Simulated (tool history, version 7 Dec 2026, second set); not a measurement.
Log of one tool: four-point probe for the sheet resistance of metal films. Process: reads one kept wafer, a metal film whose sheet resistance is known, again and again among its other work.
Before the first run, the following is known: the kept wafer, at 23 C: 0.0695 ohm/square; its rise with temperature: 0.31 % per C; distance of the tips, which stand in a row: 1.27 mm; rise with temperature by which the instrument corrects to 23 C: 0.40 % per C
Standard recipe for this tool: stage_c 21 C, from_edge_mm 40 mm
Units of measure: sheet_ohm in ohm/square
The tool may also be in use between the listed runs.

{"run": 1, "hour": 0.0, "stage_c": 21, "from_edge_mm": 40, "sheet_ohm": 0.069176}
{"run": 2, "hour": 21.4, "stage_c": 21, "from_edge_mm": 40, "sheet_ohm": 0.06917}
{"run": 3, "hour": 39.5, "stage_c": 21, "from_edge_mm": 40, "sheet_ohm": 0.069173}
{"run": 4, "hour": 51.4, "stage_c": 21, "from_edge_mm": 40, "sheet_ohm": 0.06915}
{"run": 5, "hour": 66.5, "stage_c": 21, "from_edge_mm": 40, "sheet_ohm": 0.069158}
{"run": 6, "hour": 76.8, "stage_c": 21, "from_edge_mm": 40, "sheet_ohm": 0.069159}
{"run": 7, "hour": 93.6, "stage_c": 21, "from_edge_mm": 40, "sheet_ohm": 0.069159}
{"run": 8, "hour": 109.4, "stage_c": 21, "from_edge_mm": 16, "sheet_ohm": 0.069331}
{"run": 9, "hour": 122.7, "stage_c": 21, "from_edge_mm": 68, "sheet_ohm": 0.069103}
{"run": 10, "hour": 133.2, "stage_c": 21, "from_edge_mm": 68, "sheet_ohm": 0.069107}
{"run": 11, "hour": 142.3, "stage_c": 31, "from_edge_mm": 15, "sheet_ohm": 0.068742}
{"run": 12, "hour": 161.7, "stage_c": 20, "from_edge_mm": 12, "sheet_ohm": 0.06958}
{"run": 13, "hour": 171.0, "stage_c": 26, "from_edge_mm": 32, "sheet_ohm": 0.068832}
{"run": 14, "hour": 186.3, "stage_c": 29, "from_edge_mm": 7, "sheet_ohm": 0.069766}
{"run": 15, "hour": 208.1, "stage_c": 29, "from_edge_mm": 48, "sheet_ohm": 0.068616}
{"run": 16, "hour": 223.5, "stage_c": 29, "from_edge_mm": 18, "sheet_ohm": 0.068783}
{"run": 17, "hour": 237.3, "stage_c": 29, "from_edge_mm": 4, "sheet_ohm": 0.072102}

Predict each of these 3 candidate next runs independently; none follows another, all start after run 17:
{"run": "A", "hour": 247.1, "stage_c": 24, "from_edge_mm": 4, "sheet_ohm": "?"}
{"run": "B", "hour": 247.1, "stage_c": 27, "from_edge_mm": 24, "sheet_ohm": "?"}
{"run": "C", "hour": 247.1, "stage_c": 27, "from_edge_mm": 3, "sheet_ohm": "?"}

run=A sheet_ohm=0.072418
run=B sheet_ohm=0.068803
run=C sheet_ohm=0.074692
Without the tool's hidden state the same runs would have given:
run=A sheet_ohm=0.073012
run=B sheet_ohm=0.069369
run=C sheet_ohm=0.075303
